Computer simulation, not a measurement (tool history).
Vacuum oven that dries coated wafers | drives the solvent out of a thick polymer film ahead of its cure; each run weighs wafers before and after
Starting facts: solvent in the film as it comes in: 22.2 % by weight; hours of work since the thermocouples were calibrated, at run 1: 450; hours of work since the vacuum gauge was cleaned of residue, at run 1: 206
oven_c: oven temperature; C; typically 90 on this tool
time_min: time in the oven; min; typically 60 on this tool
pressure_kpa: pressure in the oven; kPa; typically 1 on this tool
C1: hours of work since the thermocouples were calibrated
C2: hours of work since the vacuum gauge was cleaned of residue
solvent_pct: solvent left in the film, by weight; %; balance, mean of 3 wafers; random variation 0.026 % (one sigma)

run 1 hour=0 | oven_c=90 time_min=60 pressure_kpa=1 | C1=450 C2=206 | solvent_pct=2.02
run 2 hour=36.5 | oven_c=90 time_min=60 pressure_kpa=1 | C1=471 C2=226 | solvent_pct=2.01
run 3 hour=65.3 | oven_c=90 time_min=60 pressure_kpa=1 | C1=488 C2=243 | solvent_pct=2.01
run 4 hour=102 | oven_c=90 time_min=60 pressure_kpa=1 | C1=508 C2=264 | solvent_pct=2
run 5 hour=136.7 | oven_c=90 time_min=60 pressure_kpa=1 | C1=528 C2=283 | solvent_pct=1.98
run 6 hour=166.2 | oven_c=90 time_min=60 pressure_kpa=1 | C1=545 C2=300 | solvent_pct=1.97
run 7 hour=197.6 | oven_c=90 time_min=60 pressure_kpa=1 | C1=563 C2=318 | solvent_pct=1.99
run 8 hour=215.7 | oven_c=90 time_min=60 pressure_kpa=1 | C1=573 C2=328 | solvent_pct=1.99
run 9 hour=247.3 | oven_c=90 time_min=60 pressure_kpa=1 | C1=591 C2=346 | solvent_pct=1.98
run 10 hour=273.8 | oven_c=88 time_min=42 pressure_kpa=1 | C1=606 C2=361 | solvent_pct=4
run 11 hour=299.8 | oven_c=96 time_min=77 pressure_kpa=1 | C1=621 C2=376 | solvent_pct=0.89
run 12 hour=339 | oven_c=104 time_min=35 pressure_kpa=0.55 | C1=643 C2=398 | solvent_pct=0.88
run 13 hour=369.1 | oven_c=104 time_min=35 pressure_kpa=0.55 | C1=660 C2=415 | solvent_pct=0.86
run 14 hour=395.9 | oven_c=85 time_min=35 pressure_kpa=0.53 | C1=675 C2=431 | solvent_pct=5.65
run 15 hour=422.3 | oven_c=90 time_min=60 pressure_kpa=1.64 | C1=690 C2=445 | solvent_pct=2.68
run 16 hour=456.3 | oven_c=90 time_min=60 pressure_kpa=1.64 | C1=710 C2=465 | solvent_pct=2.56

Estimate the outcome of run 17 from the log above:
run 17 hour=479.8 | oven_c=90 time_min=60 pressure_kpa=1.64 | C1=723 C2=478 | solvent_pct=?

Run 17 came out at solvent_pct 2.68 %.
Take away the tool's hidden state, keep the run-to-run variation as it was, and the same run would have given solvent_pct 2.69 %.
